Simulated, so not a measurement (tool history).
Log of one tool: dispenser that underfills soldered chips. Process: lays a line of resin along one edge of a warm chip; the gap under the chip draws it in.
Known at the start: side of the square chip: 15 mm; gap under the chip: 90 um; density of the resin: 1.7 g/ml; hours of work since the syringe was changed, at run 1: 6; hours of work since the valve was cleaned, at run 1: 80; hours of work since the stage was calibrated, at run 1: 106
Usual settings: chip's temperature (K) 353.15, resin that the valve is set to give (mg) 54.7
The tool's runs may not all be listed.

| run | day | chip's temperature (K) | resin that the valve is set to give (mg) | hours of work since the syringe was changed | hours of work since the valve was cleaned | hours of work since the stage was calibrated | time until the resin shows at the far edge (s) | resin that the valve gave (mg) |
|---|---|---|---|---|---|---|---|---|
| 1 | 0.000 | 353.15 | 54.7 | 6 | 80 | 106 | 86.9 | 52.73 |
|  | 0.067 | new syringe of resin |
| 2 | 0.208 | 353.15 | 54.7 | 3 | 83 | 110 | 75.2 | 52.12 |
|  | 0.462 | new syringe of resin |
| 3 | 0.475 | 356.15 | 54.7 | 0 | 88 | 115 | 57.1 | 52.23 |
|  | 0.550 | dispensing valve cleaned and set on the balance |
| 4 | 0.750 | 345.15 | 54.7 | 4 | 4 | 119 | 115.1 | 54.04 |
|  | 0.875 | new syringe of resin |
| 5 | 1.150 | 345.15 | 54.7 | 5 | 11 | 126 | 116.1 | 54.21 |
|  | 1.258 | new syringe of resin |
| 6 | 1.400 | 345.15 | 54.7 | 3 | 15 | 130 | 102.4 | 53.93 |
| 7 | 1.588 | 353.15 | 54.7 | 6 | 19 | 134 | 86.0 | 54.01 |
|  | 1.625 | new syringe of resin |
| 8 | 1.883 | 349.15 | 48.6 | 5 | 24 | 139 | 96.8 | 47.87 |
|  | 2.004 | new syringe of resin |
| 9 | 2.267 | 349.15 | 48.6 | 5 | 30 | 146 | 97.7 | 48.02 |
|  | 2.396 | new syringe of resin |
| 10 | 2.508 | 367.15 | 54.7 | 2 | 35 | 150 | 39.7 | 53.38 |
|  | 2.800 | new syringe of resin |
| 11 | 2.921 | 362.15 | 65.5 | 2 | 42 | 157 | 48.9 | 63.75 |
| 12 | 3.142 | 361.15 | 55.5 | 6 | 46 | 161 | 64.0 | 54.28 |
|  | 3.179 | new syringe of resin |
|  | 3.554 | new syringe of resin |
| 13 | 3.579 | 353.15 | 47.1 | 0 | 54 | 169 | 67.3 | 45.80 |
| 14 | 3.854 | 353.15 | 47.1 | 5 | 59 | 174 | 84.7 | 45.47 |

4 ways to go on from here, each from the tool as it stands after run 14. What would each give?
|  | 3.946 | new syringe of resin |
| A | 4.188 | 365.15 | 49.3 | 4 | 64 | 180 | ? | ? |
|  | 3.946 | new syringe of resin |
| B | 4.188 | 341.15 | 47.4 | 4 | 64 | 180 | ? | ? |
|  | 3.946 | new syringe of resin |
| C | 4.188 | 365.15 | 54.5 | 4 | 64 | 180 | ? | ? |
|  | 3.946 | new syringe of resin |
| D | 4.188 | 353.15 | 55.5 | 4 | 64 | 180 | ? | ? |

| run | time until the resin shows at the far edge (s) | resin that the valve gave (mg) |
|---|---|---|
| A | 49.3 | 47.98 |
| B | 140.1 | 45.47 |
| C | 49.6 | 52.63 |
| D | 80.0 | 53.82 |
Without the tool's hidden state the same runs would have given:
| run | time until the resin shows at the far edge (s) | resin that the valve gave (mg) |
|---|---|---|
| A | 40.9 | 49.72 |
| B | 116.8 | 47.12 |
| C | 41.3 | 54.54 |
| D | 66.7 | 55.78 |

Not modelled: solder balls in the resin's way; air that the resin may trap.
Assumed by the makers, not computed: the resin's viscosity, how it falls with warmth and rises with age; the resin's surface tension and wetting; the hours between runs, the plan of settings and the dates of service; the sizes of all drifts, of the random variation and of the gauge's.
